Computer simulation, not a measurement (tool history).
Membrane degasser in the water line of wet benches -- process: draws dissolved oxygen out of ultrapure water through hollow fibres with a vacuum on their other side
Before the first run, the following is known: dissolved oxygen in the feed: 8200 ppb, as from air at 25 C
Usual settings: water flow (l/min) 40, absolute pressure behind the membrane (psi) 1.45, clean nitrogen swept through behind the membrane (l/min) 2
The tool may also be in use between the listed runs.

run	hour	water flow (l/min)	absolute pressure behind the membrane (psi)	clean nitrogen swept through behind the membrane (l/min)	dissolved oxygen in the water behind the degasser (ppb)	pressure that the water loses in the fibres (psi)
1	0	40	1.45	2	353.8	7.378
2	44.3	40	1.45	2	349	7.512
3	86	40	1.45	2	348.7	7.44
4	128	40	1.45	2	344.7	7.391
5	158.8	40	1.45	2	342.9	7.422
6	188.7	40	1.45	2	343.2	7.451
7	220	40	1.45	2	348.2	7.406
8	260.7	40	1.45	2	346.2	7.496
9	311.8	40	1.45	2	347.4	7.438
10	347	40	1.45	2	350	7.432
# hour 351.9: vacuum gauge calibrated
11	393.5	26	1.45	2	229.7	4.869
12	442.5	26	1.45	2	228.1	4.894
13	466.1	26	1.45	2	229.2	4.825
14	492.8	30	1.45	2	263.9	5.564
15	534.2	40	1.45	2	349	7.423
# hour 540.9: vacuum gauge calibrated, once more
16	557.2	40	1.45	2	346.5	7.506
17	604.4	40	1.45	2	352.1	7.455
18	656	31	1.45	1.54	331.4	5.803
19	680.2	40	1.45	5.2	174.5	7.461
20	725.5	58	2.92	1.22	1445.3	10.905
# hour 758: seals of the vacuum lines changed
21	771.3	26	3.22	1.22	835.3	4.875
22	820.7	26	3.22	1.22	836.9	4.873
23	844.7	26	3.22	1.22	820.8	4.869
24	891.7	33	1.65	1.54	397.2	6.19
25	932.4	63	1.48	4.12	365.2	11.806
26	975.8	63	1.48	4.12	365.4	11.85
27	1027	55	1.12	4.12	235.6	10.319
28	1053.5	55	1.12	4.12	235.3	10.303
29	1092.2	40	2.47	1.06	1003.3	7.552
30	1138.7	32	3.6	2.65	604.7	5.992
31	1180	32	3.6	2.65	610.3	5.926
32	1225.6	32	3.6	5.08	346.3	6.003
33	1254.6	32	3.6	5.08	343.4	6.003

Here are 3 independent what-if runs from the current tool condition. What would each one return?
A	1280.3	45	1.04	1.81	?	?
B	1280.3	52	1.83	1.84	?	?
C	1280.3	25	1.36	0.94	?	?

run	dissolved oxygen in the water behind the degasser (ppb)	pressure that the water loses in the fibres (psi)
A	279.9	8.421
B	615.5	9.784
C	361.8	4.711
Had the tool no hidden state, the same runs would have come out as:
run	dissolved oxygen in the water behind the degasser (ppb)	pressure that the water loses in the fibres (psi)
A	273.4	8.337
B	608.4	9.687
C	357.1	4.664
